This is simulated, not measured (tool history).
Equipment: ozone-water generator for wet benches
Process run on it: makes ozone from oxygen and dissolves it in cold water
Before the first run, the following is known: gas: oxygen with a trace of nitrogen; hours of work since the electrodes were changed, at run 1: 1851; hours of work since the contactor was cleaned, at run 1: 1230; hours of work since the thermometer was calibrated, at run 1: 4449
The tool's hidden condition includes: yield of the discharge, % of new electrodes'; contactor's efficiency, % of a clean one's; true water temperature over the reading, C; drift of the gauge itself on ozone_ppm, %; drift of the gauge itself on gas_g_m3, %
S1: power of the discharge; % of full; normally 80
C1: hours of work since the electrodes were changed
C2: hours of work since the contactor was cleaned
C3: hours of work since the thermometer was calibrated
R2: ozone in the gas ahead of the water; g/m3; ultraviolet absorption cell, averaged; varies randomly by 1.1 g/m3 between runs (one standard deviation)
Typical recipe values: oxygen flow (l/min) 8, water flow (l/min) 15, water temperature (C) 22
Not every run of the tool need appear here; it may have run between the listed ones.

run 1 hour=0 | S1=80 oxygen_flow_(l/min)=8 water_flow_(l/min)=15 water_temperature_(C)=22 | C1=1851 C2=1230 C3=4449 | dissolved_ozone_(ppm)=27.9 R2=188.1
run 2 hour=42.9 | S1=80 oxygen_flow_(l/min)=8 water_flow_(l/min)=15 water_temperature_(C)=22 | C1=1877 C2=1256 C3=4475 | dissolved_ozone_(ppm)=28.3 R2=186
run 3 hour=120.7 | S1=80 oxygen_flow_(l/min)=8 water_flow_(l/min)=15 water_temperature_(C)=22 | C1=1924 C2=1303 C3=4522 | dissolved_ozone_(ppm)=28.4 R2=186.1
run 4 hour=174.4 | S1=80 oxygen_flow_(l/min)=8 water_flow_(l/min)=15 water_temperature_(C)=22 | C1=1956 C2=1335 C3=4554 | dissolved_ozone_(ppm)=28.2 R2=187.2
run 5 hour=235.3 | S1=80 oxygen_flow_(l/min)=8 water_flow_(l/min)=15 water_temperature_(C)=22 | C1=1993 C2=1372 C3=4591 | dissolved_ozone_(ppm)=28.1 R2=185.9
-- hour=296.4 water thermometer calibrated
run 6 hour=301.8 | S1=55 oxygen_flow_(l/min)=8 water_flow_(l/min)=15 water_temperature_(C)=22 | C1=2033 C2=1412 C3=3 | dissolved_ozone_(ppm)=21.2 R2=138.5
run 7 hour=399.4 | S1=80 oxygen_flow_(l/min)=8 water_flow_(l/min)=13 water_temperature_(C)=22 | C1=2091 C2=1471 C3=62 | dissolved_ozone_(ppm)=30.5 R2=184.3
run 8 hour=468.8 | S1=80 oxygen_flow_(l/min)=8 water_flow_(l/min)=15 water_temperature_(C)=15 | C1=2133 C2=1512 C3=104 | dissolved_ozone_(ppm)=32.5 R2=185.7
run 9 hour=520.6 | S1=80 oxygen_flow_(l/min)=8 water_flow_(l/min)=15 water_temperature_(C)=17 | C1=2165 C2=1544 C3=135 | dissolved_ozone_(ppm)=30.9 R2=184.2
run 10 hour=597.6 | S1=80 oxygen_flow_(l/min)=8 water_flow_(l/min)=15 water_temperature_(C)=17 | C1=2211 C2=1590 C3=182 | dissolved_ozone_(ppm)=30.9 R2=183.4
run 11 hour=648.3 | S1=80 oxygen_flow_(l/min)=8 water_flow_(l/min)=15 water_temperature_(C)=17 | C1=2242 C2=1621 C3=212 | dissolved_ozone_(ppm)=31.3 R2=184.5
run 12 hour=715.7 | S1=80 oxygen_flow_(l/min)=8 water_flow_(l/min)=15 water_temperature_(C)=22 | C1=2282 C2=1661 C3=253 | dissolved_ozone_(ppm)=27.8 R2=182
run 13 hour=761.2 | S1=80 oxygen_flow_(l/min)=8 water_flow_(l/min)=15 water_temperature_(C)=22 | C1=2310 C2=1689 C3=280 | dissolved_ozone_(ppm)=28.3 R2=181.9
run 14 hour=831.1 | S1=80 oxygen_flow_(l/min)=8 water_flow_(l/min)=15 water_temperature_(C)=22 | C1=2352 C2=1731 C3=322 | dissolved_ozone_(ppm)=27.6 R2=183.5
run 15 hour=889.9 | S1=80 oxygen_flow_(l/min)=8 water_flow_(l/min)=15 water_temperature_(C)=19 | C1=2387 C2=1766 C3=358 | dissolved_ozone_(ppm)=29.9 R2=181
run 16 hour=969.6 | S1=80 oxygen_flow_(l/min)=8 water_flow_(l/min)=15 water_temperature_(C)=19 | C1=2435 C2=1814 C3=406 | dissolved_ozone_(ppm)=29.5 R2=182.4
run 17 hour=1042.6 | S1=66 oxygen_flow_(l/min)=12.4 water_flow_(l/min)=15 water_temperature_(C)=26 | C1=2479 C2=1858 C3=450 | dissolved_ozone_(ppm)=18.5 R2=114.9
run 18 hour=1113.9 | S1=77 oxygen_flow_(l/min)=6.6 water_flow_(l/min)=15 water_temperature_(C)=26 | C1=2522 C2=1901 C3=493 | dissolved_ozone_(ppm)=26.4 R2=200.8
run 19 hour=1172.7 | S1=80 oxygen_flow_(l/min)=9.67 water_flow_(l/min)=14 water_temperature_(C)=14 | C1=2558 C2=1937 C3=528 | dissolved_ozone_(ppm)=31.8 R2=158.1
run 20 hour=1220.3 | S1=80 oxygen_flow_(l/min)=7.79 water_flow_(l/min)=11 water_temperature_(C)=27 | C1=2586 C2=1965 C3=557 | dissolved_ozone_(ppm)=29.1 R2=182.9
run 21 hour=1277 | S1=80 oxygen_flow_(l/min)=7.79 water_flow_(l/min)=11 water_temperature_(C)=27 | C1=2620 C2=2000 C3=591 | dissolved_ozone_(ppm)=29.1 R2=185.3
run 22 hour=1338.5 | S1=85 oxygen_flow_(l/min)=12.36 water_flow_(l/min)=15 water_temperature_(C)=22 | C1=2657 C2=2037 C3=628 | dissolved_ozone_(ppm)=24.1 R2=139.5
run 23 hour=1389.6 | S1=83 oxygen_flow_(l/min)=10.92 water_flow_(l/min)=11 water_temperature_(C)=22 | C1=2688 C2=2067 C3=659 | dissolved_ozone_(ppm)=29 R2=149.6
run 24 hour=1469.5 | S1=83 oxygen_flow_(l/min)=10.92 water_flow_(l/min)=11 water_temperature_(C)=22 | C1=2736 C2=2116 C3=707 | dissolved_ozone_(ppm)=28.9 R2=148.1
run 25 hour=1548.6 | S1=83 oxygen_flow_(l/min)=11.81 water_flow_(l/min)=14 water_temperature_(C)=25 | C1=2784 C2=2163 C3=755 | dissolved_ozone_(ppm)=23.2 R2=140.5
run 26 hour=1592.6 | S1=83 oxygen_flow_(l/min)=11.81 water_flow_(l/min)=14 water_temperature_(C)=25 | C1=2811 C2=2190 C3=781 | dissolved_ozone_(ppm)=23.4 R2=139.6
run 27 hour=1652.2 | S1=80 oxygen_flow_(l/min)=8 water_flow_(l/min)=13 water_temperature_(C)=22 | C1=2847 C2=2226 C3=817 | dissolved_ozone_(ppm)=29.4 R2=178.6
run 28 hour=1719.7 | S1=80 oxygen_flow_(l/min)=8 water_flow_(l/min)=13 water_temperature_(C)=22 | C1=2887 C2=2266 C3=858 | dissolved_ozone_(ppm)=29.2 R2=176.9
run 29 hour=1814 | S1=46 oxygen_flow_(l/min)=13.08 water_flow_(l/min)=15 water_temperature_(C)=22 | C1=2944 C2=2323 C3=915 | dissolved_ozone_(ppm)=15 R2=84

Below are 3 alternative next runs, each starting from the tool's condition after run 29. Predict each:
run A hour=1871.9 | S1=98 oxygen_flow_(l/min)=13.08 water_flow_(l/min)=15 water_temperature_(C)=18 | C1=2979 C2=2358 C3=950 | dissolved_ozone_(ppm)=? R2=?
run B hour=1871.9 | S1=41 oxygen_flow_(l/min)=6.68 water_flow_(l/min)=19 water_temperature_(C)=22 | C1=2979 C2=2358 C3=950 | dissolved_ozone_(ppm)=? R2=?
run C hour=1871.9 | S1=80 oxygen_flow_(l/min)=7.62 water_flow_(l/min)=12 water_temperature_(C)=22 | C1=2979 C2=2358 C3=950 | dissolved_ozone_(ppm)=? R2=?

run=A dissolved_ozone_(ppm)=28.4 R2=146
run=B dissolved_ozone_(ppm)=14.6 R2=121.9
run=C dissolved_ozone_(ppm)=31.1 R2=182.1
Without the tool's hidden state the same runs would have given:
run=A dissolved_ozone_(ppm)=34 R2=172.7
run=B dissolved_ozone_(ppm)=16 R2=131.8
run=C dissolved_ozone_(ppm)=36.3 R2=210.8
